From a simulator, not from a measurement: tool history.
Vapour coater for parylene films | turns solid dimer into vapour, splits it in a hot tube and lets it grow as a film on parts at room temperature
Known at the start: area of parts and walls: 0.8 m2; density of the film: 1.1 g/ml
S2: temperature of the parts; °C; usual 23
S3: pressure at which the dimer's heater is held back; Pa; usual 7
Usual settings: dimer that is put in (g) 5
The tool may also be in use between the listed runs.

run 1 hour=0 | dimer_that_is_put_in_(g)=5 S2=23 S3=7 | thickness_of_the_film_(nm)=2600
run 2 hour=55.4 | dimer_that_is_put_in_(g)=5 S2=23 S3=7 | thickness_of_the_film_(nm)=2560
-- hour=90.9 trap's valve overhauled
run 3 hour=106.7 | dimer_that_is_put_in_(g)=5 S2=23 S3=7 | thickness_of_the_film_(nm)=2830
run 4 hour=166.1 | dimer_that_is_put_in_(g)=5 S2=23 S3=7 | thickness_of_the_film_(nm)=2800
run 5 hour=210.9 | dimer_that_is_put_in_(g)=5 S2=23 S3=3.71 | thickness_of_the_film_(nm)=2940
run 6 hour=280.1 | dimer_that_is_put_in_(g)=5 S2=23 S3=3.71 | thickness_of_the_film_(nm)=2860
run 7 hour=339.6 | dimer_that_is_put_in_(g)=5 S2=23 S3=3.71 | thickness_of_the_film_(nm)=2850
run 8 hour=378.7 | dimer_that_is_put_in_(g)=5 S2=19 S3=3.71 | thickness_of_the_film_(nm)=3430
run 9 hour=415.1 | dimer_that_is_put_in_(g)=5 S2=19 S3=3.71 | thickness_of_the_film_(nm)=3320
run 10 hour=467.5 | dimer_that_is_put_in_(g)=5 S2=19 S3=3.71 | thickness_of_the_film_(nm)=3330
run 11 hour=537.7 | dimer_that_is_put_in_(g)=5 S2=19 S3=3.71 | thickness_of_the_film_(nm)=3320
run 12 hour=574.9 | dimer_that_is_put_in_(g)=5 S2=19 S3=3.27 | thickness_of_the_film_(nm)=3380
run 13 hour=604.6 | dimer_that_is_put_in_(g)=5 S2=19 S3=3.27 | thickness_of_the_film_(nm)=3330
run 14 hour=633.6 | dimer_that_is_put_in_(g)=5 S2=19 S3=3.27 | thickness_of_the_film_(nm)=3380
run 15 hour=704.6 | dimer_that_is_put_in_(g)=5 S2=19 S3=3.27 | thickness_of_the_film_(nm)=3320
run 16 hour=735.9 | dimer_that_is_put_in_(g)=5 S2=23 S3=4.7 | thickness_of_the_film_(nm)=2750
run 17 hour=796.9 | dimer_that_is_put_in_(g)=5 S2=28 S3=7 | thickness_of_the_film_(nm)=2200
run 18 hour=850.7 | dimer_that_is_put_in_(g)=5 S2=23 S3=7 | thickness_of_the_film_(nm)=2700
run 19 hour=883 | dimer_that_is_put_in_(g)=5 S2=23 S3=3.56 | thickness_of_the_film_(nm)=2740
run 20 hour=912.7 | dimer_that_is_put_in_(g)=5 S2=23 S3=2.12 | thickness_of_the_film_(nm)=2800
run 21 hour=983.8 | dimer_that_is_put_in_(g)=5 S2=25 S3=7 | thickness_of_the_film_(nm)=2420
-- hour=1016.8 trap's valve overhauled
run 22 hour=1018.4 | dimer_that_is_put_in_(g)=5 S2=25 S3=7 | thickness_of_the_film_(nm)=2630
run 23 hour=1052.7 | dimer_that_is_put_in_(g)=5 S2=23 S3=10.37 | thickness_of_the_film_(nm)=2750
run 24 hour=1120.3 | dimer_that_is_put_in_(g)=5 S2=23 S3=10.37 | thickness_of_the_film_(nm)=2720
run 25 hour=1168.7 | dimer_that_is_put_in_(g)=7 S2=23 S3=4.92 | thickness_of_the_film_(nm)=4040
run 26 hour=1230.9 | dimer_that_is_put_in_(g)=4 S2=28 S3=2.25 | thickness_of_the_film_(nm)=1940
run 27 hour=1299.5 | dimer_that_is_put_in_(g)=3 S2=19 S3=2.81 | thickness_of_the_film_(nm)=2100
run 28 hour=1361.6 | dimer_that_is_put_in_(g)=5 S2=28 S3=7 | thickness_of_the_film_(nm)=2260
run 29 hour=1406.9 | dimer_that_is_put_in_(g)=6 S2=28 S3=3.72 | thickness_of_the_film_(nm)=2790
run 30 hour=1446.8 | dimer_that_is_put_in_(g)=6 S2=28 S3=3.72 | thickness_of_the_film_(nm)=2790
run 31 hour=1499.6 | dimer_that_is_put_in_(g)=6 S2=28 S3=3.72 | thickness_of_the_film_(nm)=2780
run 32 hour=1555 | dimer_that_is_put_in_(g)=6 S2=18 S3=6.54 | thickness_of_the_film_(nm)=3980
run 33 hour=1612.4 | dimer_that_is_put_in_(g)=5 S2=35 S3=5.39 | thickness_of_the_film_(nm)=1700
run 34 hour=1682.6 | dimer_that_is_put_in_(g)=5 S2=35 S3=5.39 | thickness_of_the_film_(nm)=1680
run 35 hour=1729 | dimer_that_is_put_in_(g)=4 S2=23 S3=8.85 | thickness_of_the_film_(nm)=2100
run 36 hour=1782.1 | dimer_that_is_put_in_(g)=4 S2=23 S3=8.85 | thickness_of_the_film_(nm)=2040
run 37 hour=1822.4 | dimer_that_is_put_in_(g)=4 S2=23 S3=8.85 | thickness_of_the_film_(nm)=2080
run 38 hour=1883.5 | dimer_that_is_put_in_(g)=9 S2=33 S3=8.24 | thickness_of_the_film_(nm)=3140
run 39 hour=1920.5 | dimer_that_is_put_in_(g)=9 S2=33 S3=8.24 | thickness_of_the_film_(nm)=3110
-- hour=1941.4 trap's valve overhauled
run 40 hour=1967.4 | dimer_that_is_put_in_(g)=9 S2=33 S3=8.24 | thickness_of_the_film_(nm)=3370
run 41 hour=2001.8 | dimer_that_is_put_in_(g)=9 S2=33 S3=8.24 | thickness_of_the_film_(nm)=3470
run 42 hour=2065.1 | dimer_that_is_put_in_(g)=4 S2=23 S3=7 | thickness_of_the_film_(nm)=2250
run 43 hour=2113.3 | dimer_that_is_put_in_(g)=4 S2=23 S3=7 | thickness_of_the_film_(nm)=2260
run 44 hour=2177 | dimer_that_is_put_in_(g)=4 S2=23 S3=7 | thickness_of_the_film_(nm)=2280
run 45 hour=2226 | dimer_that_is_put_in_(g)=5 S2=32 S3=6.16 | thickness_of_the_film_(nm)=2000
run 46 hour=2263.6 | dimer_that_is_put_in_(g)=4 S2=32 S3=5.78 | thickness_of_the_film_(nm)=1590
run 47 hour=2304.6 | dimer_that_is_put_in_(g)=8 S2=20 S3=8.77 | thickness_of_the_film_(nm)=4900
run 48 hour=2335.6 | dimer_that_is_put_in_(g)=6 S2=28 S3=7.83 | thickness_of_the_film_(nm)=2730

Measured less the same run without the tool's hidden state. The same run-to-run variation is in both; the gauge's scatter may not be:
The hidden state here: vapour lost through the trap's worn valve, %; true temperature of the parts over the reading, C; drift of the gauge itself on film_um, %.
run=1 thickness_of_the_film_(nm)=-240
run=2 thickness_of_the_film_(nm)=-260
run=3 thickness_of_the_film_(nm)=-20
run=4 thickness_of_the_film_(nm)=-30
run=5 thickness_of_the_film_(nm)=-50
run=6 thickness_of_the_film_(nm)=-70
run=7 thickness_of_the_film_(nm)=-80
run=8 thickness_of_the_film_(nm)=-110
run=9 thickness_of_the_film_(nm)=-120
run=10 thickness_of_the_film_(nm)=-130
run=11 thickness_of_the_film_(nm)=-160
run=12 thickness_of_the_film_(nm)=-170
run=13 thickness_of_the_film_(nm)=-180
run=14 thickness_of_the_film_(nm)=-190
run=15 thickness_of_the_film_(nm)=-210
run=16 thickness_of_the_film_(nm)=-190
run=17 thickness_of_the_film_(nm)=-160
run=18 thickness_of_the_film_(nm)=-210
run=19 thickness_of_the_film_(nm)=-230
run=20 thickness_of_the_film_(nm)=-250
run=21 thickness_of_the_film_(nm)=-230
run=22 thickness_of_the_film_(nm)=-10
run=23 thickness_of_the_film_(nm)=-20
run=24 thickness_of_the_film_(nm)=-40
run=25 thickness_of_the_film_(nm)=-80
run=26 thickness_of_the_film_(nm)=-50
run=27 thickness_of_the_film_(nm)=-70
run=28 thickness_of_the_film_(nm)=-90
run=29 thickness_of_the_film_(nm)=-120
run=30 thickness_of_the_film_(nm)=-130
run=31 thickness_of_the_film_(nm)=-150
run=32 thickness_of_the_film_(nm)=-240
run=33 thickness_of_the_film_(nm)=-110
run=34 thickness_of_the_film_(nm)=-120
run=35 thickness_of_the_film_(nm)=-160
run=36 thickness_of_the_film_(nm)=-170
run=37 thickness_of_the_film_(nm)=-180
run=38 thickness_of_the_film_(nm)=-300
run=39 thickness_of_the_film_(nm)=-310
run=40 thickness_of_the_film_(nm)=+10
run=41 thickness_of_the_film_(nm)=+0
run=42 thickness_of_the_film_(nm)=-10
run=43 thickness_of_the_film_(nm)=-20
run=44 thickness_of_the_film_(nm)=-30
run=45 thickness_of_the_film_(nm)=-30
run=46 thickness_of_the_film_(nm)=-40
run=47 thickness_of_the_film_(nm)=-120
run=48 thickness_of_the_film_(nm)=-80

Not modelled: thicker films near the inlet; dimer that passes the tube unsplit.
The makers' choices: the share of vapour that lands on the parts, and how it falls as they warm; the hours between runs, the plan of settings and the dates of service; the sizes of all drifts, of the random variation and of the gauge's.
